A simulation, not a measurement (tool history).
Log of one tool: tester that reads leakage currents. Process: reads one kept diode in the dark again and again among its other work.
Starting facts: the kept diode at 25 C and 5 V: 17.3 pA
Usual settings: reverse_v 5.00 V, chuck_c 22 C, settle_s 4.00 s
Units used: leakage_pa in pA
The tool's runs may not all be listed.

| run | day | reverse_v | chuck_c | settle_s | leakage_pa |
|---|---|---|---|---|---|
| 1 | 0.000 | 5.00 | 22 | 4.00 | 18.54 |
| 2 | 3.529 | 5.00 | 22 | 4.00 | 19.28 |
| 3 | 6.246 | 5.00 | 22 | 4.00 | 19.94 |
| 4 | 8.392 | 5.00 | 22 | 4.00 | 20.46 |
| 5 | 11.658 | 5.00 | 22 | 4.00 | 21.38 |
| 6 | 14.975 | 5.00 | 25 | 4.00 | 27.22 |
| 7 | 16.779 | 5.00 | 22 | 4.00 | 22.71 |
|  | 17.204 | probe card cleaned and baked |
| 8 | 20.246 | 5.00 | 22 | 1.06 | 28.24 |
| 9 | 23.546 | 5.00 | 22 | 1.06 | 29.16 |
| 10 | 26.325 | 5.00 | 30 | 4.00 | 45.77 |
|  | 27.583 | probe card cleaned and baked, once more |
| 11 | 28.383 | 5.00 | 30 | 4.00 | 33.66 |
| 12 | 31.842 | 9.35 | 30 | 4.00 | 48.69 |
| 13 | 35.508 | 18.00 | 50 | 3.15 | 371.77 |
| 14 | 39.725 | 10.80 | 22 | 1.79 | 31.36 |
| 15 | 43.825 | 10.80 | 22 | 1.79 | 33.34 |
| 16 | 46.246 | 10.80 | 22 | 1.79 | 34.46 |
|  | 47.821 | chuck's temperature calibrated |
| 17 | 48.221 | 10.80 | 22 | 1.79 | 30.80 |
| 18 | 51.575 | 10.80 | 22 | 1.79 | 32.37 |

What if the next run were any one of these 4? Each begins from the tool's condition after run 18:
| A | 54.171 | 4.03 | 22 | 6.74 | ? |
| B | 54.171 | 5.89 | 33 | 1.11 | ? |
| C | 54.171 | 10.39 | 21 | 1.42 | ? |
| D | 54.171 | 9.99 | 55 | 4.44 | ? |

| run | leakage_pa |
|---|---|
| A | 16.48 |
| B | 49.07 |
| C | 31.64 |
| D | 353.21 |
The same runs, with their run-to-run variation unchanged, on a tool lacking any hidden condition would have given:
| run | leakage_pa |
|---|---|
| A | 11.91 |
| B | 41.99 |
| C | 20.07 |
| D | 337.22 |

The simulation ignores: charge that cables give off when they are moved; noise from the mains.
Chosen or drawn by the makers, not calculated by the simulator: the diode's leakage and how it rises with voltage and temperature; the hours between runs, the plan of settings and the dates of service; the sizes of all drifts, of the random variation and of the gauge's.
